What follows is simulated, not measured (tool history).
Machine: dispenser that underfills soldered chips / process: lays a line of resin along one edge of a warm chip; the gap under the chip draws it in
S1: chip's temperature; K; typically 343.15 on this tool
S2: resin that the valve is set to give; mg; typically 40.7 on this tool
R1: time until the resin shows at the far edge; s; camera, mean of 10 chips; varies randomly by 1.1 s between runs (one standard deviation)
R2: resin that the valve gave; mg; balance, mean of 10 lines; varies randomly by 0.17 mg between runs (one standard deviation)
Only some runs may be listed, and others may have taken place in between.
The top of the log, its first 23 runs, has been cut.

run   hour      S1    S2     R1     R2
 24  175.5  348.15  42.2  163.3   40.7
     178.3  -- new syringe of resin
 25  186.5  348.15  42.2  129.7  40.28
 26  191.6  348.15  42.2  163.4  40.26
     193.5  -- new syringe of resin
 27  197.5  334.15  41.9  199.3  39.88
 28    202  346.15  35.8  152.2  34.17
     208.5  -- new syringe of resin
 29  208.9  339.15  50.8  132.1  47.93
 30    219  339.15  50.8  213.4  47.49
     224.1  -- new syringe of resin
 31  224.7  343.15    52  113.1  48.43
 32  230.7  343.15    52  151.3  48.77
       239  -- new syringe of resin
 33  241.1  343.15    52  120.9  48.24
 34  245.8  343.15    52  149.6  47.93
 35  252.6  343.15    52  205.5  47.88

Estimate the outcome of run 36 from the log above:
     254.4  -- new syringe of resin
 36  259.8  355.15  36.9   ?   ?

Logged for run 36: R1 88.8 s, R2 33.64 mg.
Had the tool carried no hidden state, the very same run would have given R1 66 s, R2 36.67 mg.
